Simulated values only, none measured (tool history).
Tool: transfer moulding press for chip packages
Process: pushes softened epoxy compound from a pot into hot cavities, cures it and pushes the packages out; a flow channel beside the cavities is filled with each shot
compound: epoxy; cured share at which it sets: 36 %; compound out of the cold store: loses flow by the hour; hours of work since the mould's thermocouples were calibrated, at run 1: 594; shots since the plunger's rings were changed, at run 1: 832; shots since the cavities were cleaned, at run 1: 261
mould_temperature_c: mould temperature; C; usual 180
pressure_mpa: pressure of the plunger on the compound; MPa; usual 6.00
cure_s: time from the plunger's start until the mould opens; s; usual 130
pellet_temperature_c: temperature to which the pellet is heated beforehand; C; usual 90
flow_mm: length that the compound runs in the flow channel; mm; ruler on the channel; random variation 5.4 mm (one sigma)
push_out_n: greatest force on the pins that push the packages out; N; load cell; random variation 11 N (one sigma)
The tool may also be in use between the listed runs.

run     day  mould_temperature_c  pressure_mpa  cure_s  pellet_temperature_c  hours of work since the mould's thermocouples were calibrated  shots since the plunger's rings were changed  shots since the cavities were cleaned  incoming compound's hours out of the cold store  flow_mm  push_out_n
  1   0.000                  180          6.00     130                    90                                                            594                                           832                                    261                                             37.6      644         772
      2.112  -- cavities cleaned with cleaning compound and waxed
  2   2.117                  180          6.00     130                    86                                                            617                                          1160                                      1                                             34.5      664         533
  3   3.525                  180          6.00     130                    90                                                            633                                          1384                                    225                                             33.4      661         728
      5.779  -- cavities cleaned with cleaning compound and waxed
  4   5.804                  180          6.00     130                    90                                                            658                                          1738                                      5                                             17.2      717         564
  5   8.021                  180          6.00     130                    90                                                            683                                          2091                                    358                                             39.7      622         816
      9.542  -- cavities cleaned with cleaning compound and waxed
  6   9.542                  180          6.00     130                    90                                                            699                                          2324                                      0                                             17.3      710         540
  7  11.475                  180          6.00     130                    90                                                            721                                          2632                                    308                                             26.4      669         802
     12.408  -- mould's thermocouples calibrated
     13.329  -- cavities cleaned with cleaning compound and waxed
  8  13.629                  180          6.00     130                    90                                                             13                                          2952                                     48                                             39.3      621         565
  9  15.375                  180          5.08     130                    90                                                             33                                          3231                                    327                                             31.0      601         846
     16.983  -- cavities cleaned with cleaning compound and waxed
 10  16.983                  180          5.08     150                    90                                                             50                                          3477                                      0                                             28.4      612         454
 11  18.317                  180          5.52     130                    90                                                             65                                          3690                                    213                                             31.2      623         746
 12  20.075                  180          5.52     130                    90                                                             85                                          3970                                    493                                             25.2      639         911
     20.808  -- cavities cleaned with cleaning compound and waxed
 13  21.283                  180          5.52     130                    90                                                             97                                          4153                                     76                                             21.0      651         614
     21.554  -- mould's thermocouples calibrated, once more
 14  22.858                  180          6.00     116                    90                                                             15                                          4391                                    314                                              9.5      715         932
 15  24.312                  174          6.00     130                    84                                                             31                                          4623                                    546                                             38.5      623        1136
     24.588  -- cavities cleaned with cleaning compound and waxed
 16  26.579                  175          5.02     130                    90                                                             56                                          4975                                    318                                             10.9      663        1075
 17  27.558                  175          5.02     169                    90                                                             67                                          5131                                    474                                             17.1      644         795
     28.425  -- cavities cleaned with cleaning compound and waxed
 18  29.354                  175          5.02     169                    90                                                             86                                          5407                                    148                                             30.8      590         606
 19  31.404                  175          5.33     131                    90                                                            109                                          5735                                    476                                             26.4      614        1100
     32.179  -- cavities cleaned with cleaning compound and waxed
     33.088  -- plunger's sealing rings changed
 20  33.529                  175          5.33     131                    90                                                            131                                            71                                    199                                             24.6      669         899
 21  35.504                  174          5.07     131                   100                                                            153                                           385                                    513                                             40.7      602        1032
     35.962  -- cavities cleaned with cleaning compound and waxed
 22  37.038                  174          5.64     129                   100                                                            170                                           621                                    172                                             23.7      692         921
 23  38.783                  188          6.65     129                    96                                                            189                                           899                                    450                                             13.8      760         732
     39.738  -- cavities cleaned with cleaning compound and waxed
 24  40.217                  180          6.65     112                    96                                                            205                                          1117                                     76                                             30.5      693         713
 25  42.192                  172          5.56     130                    86                                                            227                                          1432                                    391                                             11.8      740        1381
     43.438  -- cavities cleaned with cleaning compound and waxed
 26  43.438                  180          6.00     152                    91                                                            240                                          1621                                      0                                             43.7      622         441
 27  44.517                  180          6.00     152                    91                                                            252                                          1793                                    172                                             21.2      705         615

Forecast each of these 4 alternatives for the next run:
  A  46.525                  179          6.00     152                    91                                                            275                                          2114                                    493                                             19.3        ?           ?
  B  46.525                  180          6.00     138                    98                                                            275                                          2114                                    493                                             45.5        ?           ?
  C  46.525                  180          7.04     152                    91                                                            275                                          2114                                    493                                             27.0        ?           ?
  D  46.525                  184          6.00     119                    95                                                            275                                          2114                                    493                                             40.1        ?           ?

run  flow_mm  push_out_n
  A      710         777
  B      612         786
  C      730         751
  D      615         825
Without the tool's hidden state the same runs would have given:
run  flow_mm  push_out_n
  A      733         446
  B      632         452
  C      753         436
  D      635         471
